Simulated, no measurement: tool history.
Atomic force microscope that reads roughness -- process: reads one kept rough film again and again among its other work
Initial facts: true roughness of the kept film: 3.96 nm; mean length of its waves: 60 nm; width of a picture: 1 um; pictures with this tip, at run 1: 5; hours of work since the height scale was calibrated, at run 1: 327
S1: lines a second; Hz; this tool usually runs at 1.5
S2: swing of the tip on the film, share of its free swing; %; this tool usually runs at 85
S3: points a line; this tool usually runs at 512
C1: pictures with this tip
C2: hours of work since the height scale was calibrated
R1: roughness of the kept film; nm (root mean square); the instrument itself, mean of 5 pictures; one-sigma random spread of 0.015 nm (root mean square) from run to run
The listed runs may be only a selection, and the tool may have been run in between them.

Run 1, hour 0: usual settings; C1 5; C2 327. Result: R1 3.529 nm (root mean square).
Run 2, hour 39.8: usual settings; C1 106; C2 357. Result: R1 3.42 nm (root mean square).
Run 3, hour 84.5: usual settings; C1 220; C2 391. Result: R1 3.335 nm (root mean square).
At hour 137.5: new tip fitted.
Run 4, hour 143.5: usual settings but S1 0.82 Hz; C1 15; C2 435. Result: R1 3.622 nm (root mean square).
Run 5, hour 208: usual settings but S1 0.82 Hz; C1 179; C2 485. Result: R1 3.473 nm (root mean square).
Run 6, hour 246.3: usual settings; C1 276; C2 514. Result: R1 3.29 nm (root mean square).
At hour 275.5: new tip fitted.
Run 7, hour 275.5: usual settings; C1 0; C2 535. Result: R1 3.526 nm (root mean square).
Run 8, hour 304: usual settings; C1 72; C2 557. Result: R1 3.438 nm (root mean square).
Run 9, hour 367.7: usual settings; C1 234; C2 606. Result: R1 3.282 nm (root mean square).
Run 10, hour 397.2: usual settings but S3 539; C1 309; C2 628. Result: R1 3.244 nm (root mean square).
At hour 412.7: new tip fitted.
Run 11, hour 451.5: usual settings but S3 539; C1 98; C2 669. Result: R1 3.426 nm (root mean square).
Run 12, hour 509: usual settings but S3 539; C1 244; C2 713. Result: R1 3.259 nm (root mean square).
At hour 550.2: new tip fitted.
Run 13, hour 556.5: usual settings; C1 16; C2 748. Result: R1 3.494 nm (root mean square).
Run 14, hour 591.6: usual settings but S2 74 %; C1 105; C2 775. Result: R1 3.565 nm (root mean square).
Run 15, hour 655.7: usual settings; C1 268; C2 824. Result: R1 3.304 nm (root mean square).
At hour 687.6: new tip fitted.
Run 16, hour 694.3: usual settings; C1 16; C2 853. Result: R1 3.502 nm (root mean square).
Run 17, hour 757.9: usual settings but S2 61 %; C1 178; C2 901. Result: R1 3.588 nm (root mean square).
Run 18, hour 793.8: usual settings but S1 2.23 Hz, S3 370; C1 269; C2 928. Result: R1 3.154 nm (root mean square).
At hour 826: new tip fitted.
Run 19, hour 855.5: usual settings but S2 76 %; C1 74; C2 975. Result: R1 3.563 nm (root mean square).
Run 20, hour 889.5: usual settings but S1 3.53 Hz, S2 74 %, S3 1022; C1 161; C2 1001. Result: R1 3.301 nm (root mean square).
Run 21, hour 919.4: usual settings but S1 1.62 Hz, S3 524; C1 236; C2 1024. Result: R1 3.333 nm (root mean square).
Run 22, hour 959.8: usual settings but S1 0.66 Hz, S2 74 %, S3 570; C1 339; C2 1054. Result: R1 3.487 nm (root mean square).
At hour 964.9: new tip fitted.
Run 23, hour 1013.8: usual settings but S1 1.02 Hz, S2 60 %, S3 278; C1 124; C2 1095. Result: R1 3.682 nm (root mean square).
Run 24, hour 1045.4: usual settings but S2 74 %, S3 1014; C1 204; C2 1119. Result: R1 3.47 nm (root mean square).
At hour 1104: new tip fitted.
Run 25, hour 1106.8: usual settings but S1 3.98 Hz, S2 70 %, S3 413; C1 7; C2 1165. Result: R1 3.441 nm (root mean square).
Run 26, hour 1164.9: usual settings but S1 1.16 Hz, S2 73 %, S3 529; C1 155; C2 1209. Result: R1 3.554 nm (root mean square).
Run 27, hour 1212.4: usual settings but S1 1.16 Hz, S2 73 %, S3 529; C1 275; C2 1246. Result: R1 3.488 nm (root mean square).
At hour 1244.5: new tip fitted.
Run 28, hour 1276.5: usual settings but S1 1.16 Hz, S2 73 %, S3 529; C1 81; C2 1294. Result: R1 3.638 nm (root mean square).
Run 29, hour 1305.7: usual settings but S1 1.93 Hz; C1 155; C2 1316. Result: R1 3.315 nm (root mean square).
Run 30, hour 1353.7: usual settings but S1 1.41 Hz, S3 900; C1 276; C2 1353. Result: R1 3.342 nm (root mean square).
At hour 1384.3: new tip fitted.
Run 31, hour 1419.3: usual settings but S3 288; C1 89; C2 1402. Result: R1 3.46 nm (root mean square).
Run 32, hour 1469.7: usual settings but S1 2.66 Hz, S3 257; C1 217; C2 1440. Result: R1 3.152 nm (root mean square).
At hour 1523.7: new tip fitted.
Run 33, hour 1529.4: usual settings but S2 55 %, S3 607; C1 15; C2 1485. Result: R1 3.79 nm (root mean square).

Results per run with the tool's hidden condition removed, run-to-run variation unchanged:
Hidden state present: radius of the tip, nm; height scale over the true one, %; drift of the gauge itself on roughness_nm, %.
run     R1
  1  3.528
  2  3.523
  3  3.541
  4  3.642
  5  3.665
  6  3.554
  7  3.514
  8  3.493
  9  3.486
 10  3.508
 11  3.517
 12  3.473
 13  3.499
 14  3.656
 15  3.538
 16   3.51
 17  3.772
 18   3.39
 19  3.603
 20  3.415
 21  3.512
 22  3.781
 23  3.786
 24  3.648
 25  3.424
 26  3.674
 27  3.728
 28  3.689
 29   3.43
 30  3.559
 31  3.506
 32  3.298
 33  3.774
